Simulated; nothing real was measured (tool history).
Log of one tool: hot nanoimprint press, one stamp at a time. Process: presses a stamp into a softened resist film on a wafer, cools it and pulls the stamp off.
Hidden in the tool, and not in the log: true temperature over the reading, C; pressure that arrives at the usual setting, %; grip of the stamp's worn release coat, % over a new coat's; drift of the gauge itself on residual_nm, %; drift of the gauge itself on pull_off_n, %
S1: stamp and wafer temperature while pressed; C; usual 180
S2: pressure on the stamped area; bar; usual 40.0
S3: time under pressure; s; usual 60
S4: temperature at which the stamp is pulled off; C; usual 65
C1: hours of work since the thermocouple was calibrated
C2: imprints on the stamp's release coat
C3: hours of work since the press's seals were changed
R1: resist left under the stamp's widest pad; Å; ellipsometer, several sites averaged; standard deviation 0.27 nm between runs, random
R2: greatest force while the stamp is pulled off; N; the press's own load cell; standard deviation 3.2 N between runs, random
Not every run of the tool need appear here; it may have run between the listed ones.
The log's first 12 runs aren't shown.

run   hour   S1    S2   S3  S4   C1    C2   C3    R1   R2
 13  285.2  180  40.0   60  65  265  1304  587  1356  188
 14  298.9  180  40.0   60  65  274  1370  596  1353  178
 15  314.9  169  40.0   60  65  284  1447  606  1871  191
 16  329.1  175  25.2   60  65  293  1516  614  1864  194
 17  352.9  175  24.2   60  66  308  1631  629  1888  194
 18  369.8  186  26.1   33  66  318  1713  640  1632  191
 19  388.5  189  53.9  117  58  330  1803  652   679  241
 20  401.8  189  29.0  117  58  338  1868  660   953  234
     412.2  -- plate thermocouple calibrated
 21  419.4  189  29.0  117  58    5  1938  669   937  237
 22  431.5  180  40.0   60  57   12  1997  677  1343  241
 23  449.0  180  40.0   87  60   23  2081  688  1196  230
     474.3  -- stamp cleaned and given a new release coat
 24  480.9  180  40.0   87  60   39    33  704  1192  173
     505.5  -- press's hydraulic seals changed and the load cell set to zero
 25  515.9  180  30.7   87  56   56   163    7  1328  192
 26  531.8  180  37.2  112  56   66   240   16  1116  189
 27  553.3  180  37.2  112  56   80   344   30  1113  196
 28  567.3  180  57.0   68  65   88   412   39  1059  164
 29  593.8  173  51.3   60  66  105   540   55  1483  157
 30  614.6  173  51.3   60  66  118   641   68  1490  164

3 ways to go on from here, each from the tool as it stands after run 30. What would each give?
  A  641.7  173  44.0  60  66  135  772  85   ?   ?
  B  641.7  180  40.0  40  65  135  772  85   ?   ?
  C  641.7  178  51.3  43  66  135  772  85   ?   ?

run    R1   R2
  A  1590  172
  B  1500  171
  C  1398  167
Stripped of hidden state, with their random variation kept, the same runs would have yielded:
run    R1   R2
  A  1564  151
  B  1477  150
  C  1372  147

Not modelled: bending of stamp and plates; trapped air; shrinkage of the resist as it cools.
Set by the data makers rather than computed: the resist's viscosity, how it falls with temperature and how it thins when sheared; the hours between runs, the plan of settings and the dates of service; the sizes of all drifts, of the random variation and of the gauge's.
